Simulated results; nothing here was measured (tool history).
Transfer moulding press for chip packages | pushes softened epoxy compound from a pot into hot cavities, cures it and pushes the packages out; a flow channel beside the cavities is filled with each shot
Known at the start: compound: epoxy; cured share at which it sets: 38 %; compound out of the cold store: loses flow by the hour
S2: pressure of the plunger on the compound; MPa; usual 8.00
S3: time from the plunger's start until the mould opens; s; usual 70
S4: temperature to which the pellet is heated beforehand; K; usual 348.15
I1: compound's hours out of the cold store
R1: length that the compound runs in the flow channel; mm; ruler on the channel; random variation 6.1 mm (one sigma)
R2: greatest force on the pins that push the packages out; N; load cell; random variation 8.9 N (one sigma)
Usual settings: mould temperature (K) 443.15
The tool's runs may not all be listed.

{"run": 1, "hour": 0.0, "mould temperature (K)": 443.15, "S2": 8.0, "S3": 70, "S4": 348.15, "I1": 37.9, "R1": 748, "R2": 665}
{"hour": 15.7, "done": "cavities cleaned with cleaning compound and waxed"}
{"hour": 47.5, "done": "cavities cleaned with cleaning compound and waxed"}
{"run": 2, "hour": 70.4, "mould temperature (K)": 443.15, "S2": 8.0, "S3": 70, "S4": 348.15, "I1": 26.4, "R1": 743, "R2": 735}
{"hour": 75.5, "done": "cavities cleaned with cleaning compound and waxed"}
{"hour": 104.7, "done": "cavities cleaned with cleaning compound and waxed"}
{"hour": 132.5, "done": "cavities cleaned with cleaning compound and waxed"}
{"run": 3, "hour": 150.3, "mould temperature (K)": 443.15, "S2": 8.0, "S3": 70, "S4": 348.15, "I1": 46.2, "R1": 709, "R2": 696}
{"hour": 162.8, "done": "cavities cleaned with cleaning compound and waxed"}
{"hour": 194.4, "done": "cavities cleaned with cleaning compound and waxed"}
{"hour": 215.4, "done": "plunger's sealing rings changed"}
{"hour": 226.2, "done": "cavities cleaned with cleaning compound and waxed"}
{"run": 4, "hour": 226.2, "mould temperature (K)": 443.15, "S2": 8.0, "S3": 70, "S4": 348.15, "I1": 16.7, "R1": 790, "R2": 432}
{"hour": 257.3, "done": "cavities cleaned with cleaning compound and waxed"}
{"run": 5, "hour": 273.2, "mould temperature (K)": 443.15, "S2": 8.0, "S3": 70, "S4": 348.15, "I1": 20.5, "R1": 770, "R2": 704}
{"hour": 289.9, "done": "cavities cleaned with cleaning compound and waxed"}
{"hour": 322.1, "done": "cavities cleaned with cleaning compound and waxed"}
{"run": 6, "hour": 328.6, "mould temperature (K)": 443.15, "S2": 9.19, "S3": 70, "S4": 348.15, "I1": 32.0, "R1": 803, "R2": 561}
{"hour": 337.8, "done": "mould's thermocouples calibrated"}
{"hour": 354.5, "done": "cavities cleaned with cleaning compound and waxed"}
{"run": 7, "hour": 378.5, "mould temperature (K)": 443.15, "S2": 8.0, "S3": 70, "S4": 348.15, "I1": 21.9, "R1": 755, "R2": 801}
{"hour": 385.3, "done": "cavities cleaned with cleaning compound and waxed"}
{"hour": 418.2, "done": "cavities cleaned with cleaning compound and waxed"}
{"run": 8, "hour": 425.6, "mould temperature (K)": 443.15, "S2": 8.0, "S3": 70, "S4": 348.15, "I1": 8.7, "R1": 763, "R2": 630}
{"hour": 450.8, "done": "cavities cleaned with cleaning compound and waxed"}
{"hour": 481.1, "done": "cavities cleaned with cleaning compound and waxed"}
{"hour": 503.4, "done": "plunger's sealing rings changed"}
{"run": 9, "hour": 507.9, "mould temperature (K)": 443.15, "S2": 8.0, "S3": 70, "S4": 348.15, "I1": 28.4, "R1": 775, "R2": 764}
{"hour": 513.1, "done": "cavities cleaned with cleaning compound and waxed"}
{"hour": 544.0, "done": "cavities cleaned with cleaning compound and waxed"}
{"run": 10, "hour": 544.0, "mould temperature (K)": 443.15, "S2": 8.0, "S3": 70, "S4": 348.15, "I1": 45.6, "R1": 744, "R2": 413}
{"hour": 574.4, "done": "cavities cleaned with cleaning compound and waxed"}
{"hour": 608.6, "done": "cavities cleaned with cleaning compound and waxed"}
{"run": 11, "hour": 619.2, "mould temperature (K)": 443.15, "S2": 8.0, "S3": 70, "S4": 348.15, "I1": 31.6, "R1": 742, "R2": 635}
{"hour": 636.9, "done": "cavities cleaned with cleaning compound and waxed"}
{"hour": 666.0, "done": "cavities cleaned with cleaning compound and waxed"}
{"run": 12, "hour": 672.0, "mould temperature (K)": 443.15, "S2": 8.0, "S3": 70, "S4": 348.15, "I1": 44.3, "R1": 715, "R2": 553}
{"hour": 697.7, "done": "cavities cleaned with cleaning compound and waxed"}
{"hour": 730.7, "done": "cavities cleaned with cleaning compound and waxed"}
{"run": 13, "hour": 734.6, "mould temperature (K)": 443.15, "S2": 8.0, "S3": 70, "S4": 348.15, "I1": 41.3, "R1": 712, "R2": 486}
{"hour": 754.1, "done": "mould's thermocouples calibrated, once more"}
{"hour": 762.2, "done": "cavities cleaned with cleaning compound and waxed"}
{"hour": 791.0, "done": "plunger's sealing rings changed"}
{"hour": 792.5, "done": "cavities cleaned with cleaning compound and waxed"}
{"run": 14, "hour": 796.6, "mould temperature (K)": 443.15, "S2": 8.0, "S3": 70, "S4": 348.15, "I1": 40.6, "R1": 758, "R2": 497}
{"hour": 822.1, "done": "cavities cleaned with cleaning compound and waxed"}
{"hour": 850.2, "done": "cavities cleaned with cleaning compound and waxed"}
{"run": 15, "hour": 867.6, "mould temperature (K)": 443.15, "S2": 7.96, "S3": 70, "S4": 348.15, "I1": 9.4, "R1": 791, "R2": 694}
{"hour": 879.5, "done": "cavities cleaned with cleaning compound and waxed"}
{"run": 16, "hour": 905.5, "mould temperature (K)": 443.15, "S2": 7.96, "S3": 70, "S4": 348.15, "I1": 22.1, "R1": 755, "R2": 767}
{"hour": 912.8, "done": "cavities cleaned with cleaning compound and waxed"}
{"hour": 943.1, "done": "cavities cleaned with cleaning compound and waxed"}
{"hour": 971.7, "done": "cavities cleaned with cleaning compound and waxed"}
{"run": 17, "hour": 971.7, "mould temperature (K)": 443.15, "S2": 7.96, "S3": 70, "S4": 348.15, "I1": 15.7, "R1": 754, "R2": 437}
{"hour": 1001.1, "done": "cavities cleaned with cleaning compound and waxed"}
{"run": 18, "hour": 1010.6, "mould temperature (K)": 443.15, "S2": 7.96, "S3": 70, "S4": 348.15, "I1": 16.1, "R1": 752, "R2": 609}
{"hour": 1029.6, "done": "cavities cleaned with cleaning compound and waxed"}
{"hour": 1058.5, "done": "cavities cleaned with cleaning compound and waxed"}
{"hour": 1077.6, "done": "plunger's sealing rings changed"}
{"run": 19, "hour": 1077.6, "mould temperature (K)": 441.15, "S2": 6.39, "S3": 70, "S4": 340.15, "I1": 10.8, "R1": 722, "R2": 836}
{"hour": 1090.1, "done": "cavities cleaned with cleaning compound and waxed"}
{"hour": 1117.9, "done": "cavities cleaned with cleaning compound and waxed"}
{"hour": 1151.5, "done": "cavities cleaned with cleaning compound and waxed"}
{"run": 20, "hour": 1152.9, "mould temperature (K)": 441.15, "S2": 6.39, "S3": 70, "S4": 340.15, "I1": 15.3, "R1": 709, "R2": 536}
{"hour": 1183.5, "done": "cavities cleaned with cleaning compound and waxed"}
{"hour": 1211.5, "done": "cavities cleaned with cleaning compound and waxed"}
{"run": 21, "hour": 1227.6, "mould temperature (K)": 441.15, "S2": 6.39, "S3": 70, "S4": 340.15, "I1": 32.6, "R1": 674, "R2": 791}
{"hour": 1239.4, "done": "cavities cleaned with cleaning compound and waxed"}
{"run": 22, "hour": 1263.8, "mould temperature (K)": 441.15, "S2": 6.39, "S3": 70, "S4": 340.15, "I1": 25.6, "R1": 669, "R2": 866}
{"hour": 1268.6, "done": "cavities cleaned with cleaning compound and waxed"}
{"hour": 1296.5, "done": "cavities cleaned with cleaning compound and waxed"}
{"run": 23, "hour": 1311.8, "mould temperature (K)": 436.15, "S2": 8.0, "S3": 70, "S4": 344.15, "I1": 43.4, "R1": 724, "R2": 1060}

Some steps in R1 between neighbouring runs. How much of each would the tool show without its hidden state too (settings, what came in, random variation), and how much is left for the hidden state, with any gauge scatter that isn't in both results?
The hidden state here: true mould temperature over the reading, C; pressure that reaches the compound, % of what is set; grip of the stained cavities, % over clean ones'; drift of the gauge itself on flow_mm, %; drift of the gauge itself on push_out_n, %.
Run 3 -> 4: cavities cleaned with cleaning compound and waxed, cavities cleaned with cleaning compound and waxed, plunger's sealing rings changed, cavities cleaned with cleaning compound and waxed. R1 +81 mm: hidden state +48, all else +33.
Run 18 -> 19: mould temperature (K) 443.15 -> 441.15, S2 7.96 -> 6.39, S4 348.15 -> 340.15, cavities cleaned with cleaning compound and waxed, cavities cleaned with cleaning compound and waxed, plunger's sealing rings changed. R1 -30 mm: hidden state +52, all else -82.
Run 22 -> 23: mould temperature (K) 441.15 -> 436.15, S2 6.39 -> 8.00, S4 340.15 -> 344.15, cavities cleaned with cleaning compound and waxed, cavities cleaned with cleaning compound and waxed. R1 +55 mm: hidden state -14, all else +69.
